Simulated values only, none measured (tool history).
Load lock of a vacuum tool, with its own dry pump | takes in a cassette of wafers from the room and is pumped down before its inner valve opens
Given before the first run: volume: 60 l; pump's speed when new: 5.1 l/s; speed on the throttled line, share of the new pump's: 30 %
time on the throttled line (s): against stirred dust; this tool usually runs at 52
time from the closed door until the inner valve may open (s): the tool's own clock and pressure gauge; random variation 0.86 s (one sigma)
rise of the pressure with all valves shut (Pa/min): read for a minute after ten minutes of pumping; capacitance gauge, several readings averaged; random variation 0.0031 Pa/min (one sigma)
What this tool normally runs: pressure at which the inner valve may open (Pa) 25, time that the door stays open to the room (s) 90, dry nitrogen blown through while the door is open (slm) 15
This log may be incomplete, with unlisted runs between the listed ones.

| run | hour | time on the throttled line (s) | pressure at which the inner valve may open (Pa) | time that the door stays open to the room (s) | dry nitrogen blown through while the door is open (slm) | incoming humidity of the room's air, % | time from the closed door until the inner valve may open (s) | rise of the pressure with all valves shut (Pa/min) |
|---|---|---|---|---|---|---|---|---|
| 1 | 0 | 52 | 25 | 90 | 15 | 44.3 | 135.2 | 0.121 |
| 2 | 328.7 | 52 | 19 | 90 | 15 | 42.6 | 139.1 | 0.128 |
| 3 | 729.8 | 52 | 25 | 51 | 15 | 41.3 | 134.7 | 0.121 |
| 4 | 1379.7 | 52 | 25 | 90 | 15 | 47.4 | 135.7 | 0.174 |
| 5 | 1729.9 | 52 | 25 | 90 | 15 | 42.7 | 137.3 | 0.178 |
| 6 | 2185.3 | 52 | 25 | 90 | 15 | 45 | 137.3 | 0.189 |
| 7 | 2750.4 | 52 | 25 | 90 | 15 | 40.5 | 136.2 | 0.21 |

What does the tool deliver on the next run?
| 8 | 3077.2 | 48 | 34 | 90 | 15 | 42.3 | ? | ? |

{"run 8": {"time from the closed door until the inner valve may open (s)": 131.4, "rise of the pressure with all valves shut (Pa/min)": 0.216}}
If the tool had no hidden condition, the same run with the same run-to-run variation would have returned time from the closed door until the inner valve may open (s) 128.3, rise of the pressure with all valves shut (Pa/min) 0.051.
